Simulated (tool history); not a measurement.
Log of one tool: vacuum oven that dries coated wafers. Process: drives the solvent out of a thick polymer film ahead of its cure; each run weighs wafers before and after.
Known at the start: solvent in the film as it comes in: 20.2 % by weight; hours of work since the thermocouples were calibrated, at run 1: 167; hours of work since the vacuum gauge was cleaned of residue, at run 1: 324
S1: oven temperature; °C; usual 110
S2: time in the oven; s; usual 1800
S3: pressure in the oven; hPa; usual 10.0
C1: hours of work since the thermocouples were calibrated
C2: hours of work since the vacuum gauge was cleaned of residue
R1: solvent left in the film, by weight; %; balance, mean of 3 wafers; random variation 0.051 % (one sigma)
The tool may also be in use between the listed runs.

run,hour,S1,S2,S3,C1,C2,R1
1,0.0,110,1800,10.0,167,324,1.27
2,13.2,110,1800,10.0,174,331,1.40
3,35.8,110,1800,10.0,186,343,1.33
4,49.0,110,1020,10.0,193,350,3.34
5,63.8,110,1020,10.0,201,358,3.35
6,82.2,110,1020,10.0,210,367,3.34
7,93.5,110,1020,10.0,216,373,3.29
8,105.9,110,1020,10.0,223,380,3.38
9,120.5,110,2340,10.0,230,387,0.89
10,140.9,110,2340,10.0,241,398,0.95
11,164.4,110,2340,10.0,253,410,0.94
12,180.2,110,2340,10.0,261,419,0.88
13,206.5,110,2340,10.0,275,432,0.81
14,221.2,110,2340,10.0,283,440,0.93
15,244.2,110,2340,10.0,295,452,0.90
16,271.1,101,1800,10.0,309,466,2.85
17,298.1,110,1440,10.0,323,480,2.02
18,311.0,110,1800,10.0,330,487,1.44
19,328.0,103,1800,10.0,339,496,2.47
20,352.1,103,1800,10.0,351,509,2.50
21,368.3,110,1800,10.0,360,517,1.45
22,387.2,110,1800,10.0,370,527,1.44
23,407.9,110,1800,10.0,381,538,1.39
24,430.9,110,1800,10.0,393,550,1.49
25,448.4,108,1800,25.9,402,559,2.60
26,463.3,108,2940,5.6,410,567,0.72
27,483.6,99,1800,9.8,420,578,3.36
28,495.9,113,1800,6.0,427,584,0.90
29,518.8,123,900,11.6,439,596,1.76
30,539.6,110,1080,10.0,450,607,3.34
31,551.1,110,1080,10.0,456,613,3.24
32,573.2,110,1080,10.0,467,624,3.32
33,592.2,110,900,9.6,477,634,4.13
34,617.4,110,1080,6.4,490,648,3.09
35,639.9,123,1980,6.0,502,659,0.35
36,661.6,123,1980,6.0,513,671,0.34
37,685.9,123,1980,6.0,526,683,0.34
38,713.1,101,1200,15.3,540,698,5.23
39,736.6,101,1200,15.3,553,710,5.34
40,758.6,101,1200,15.3,564,722,5.19
41,784.2,112,2340,15.3,578,735,1.19
42,797.5,112,2700,8.0,585,742,0.71
43,815.7,110,2460,10.0,594,751,0.87
44,842.7,106,2220,35.3,608,766,3.07
45,862.0,118,1620,19.6,618,776,1.37
46,884.8,107,1800,5.9,630,788,1.70
47,896.2,107,1800,5.9,636,794,1.66

Measured less the same run without the tool's hidden state. The same run-to-run variation is in both; the gauge's scatter may not be:
The hidden state here: true wafer temperature over the reading, C; true pressure over the reading, kPa; drift of the gauge itself on solvent_pct, %.
run,R1
1,+0.10
2,+0.10
3,+0.10
4,+0.13
5,+0.14
6,+0.14
7,+0.15
8,+0.16
9,+0.11
10,+0.12
11,+0.11
12,+0.13
13,+0.12
14,+0.13
15,+0.13
16,+0.25
17,+0.19
18,+0.17
19,+0.24
20,+0.26
21,+0.19
22,+0.20
23,+0.20
24,+0.20
25,+0.25
26,+0.18
27,+0.35
28,+0.19
29,+0.20
30,+0.31
31,+0.31
32,+0.32
33,+0.33
34,+0.33
35,+0.11
36,+0.12
37,+0.12
38,+0.46
39,+0.47
40,+0.48
41,+0.23
42,+0.21
43,+0.25
44,+0.38
45,+0.23
46,+0.36
47,+0.36
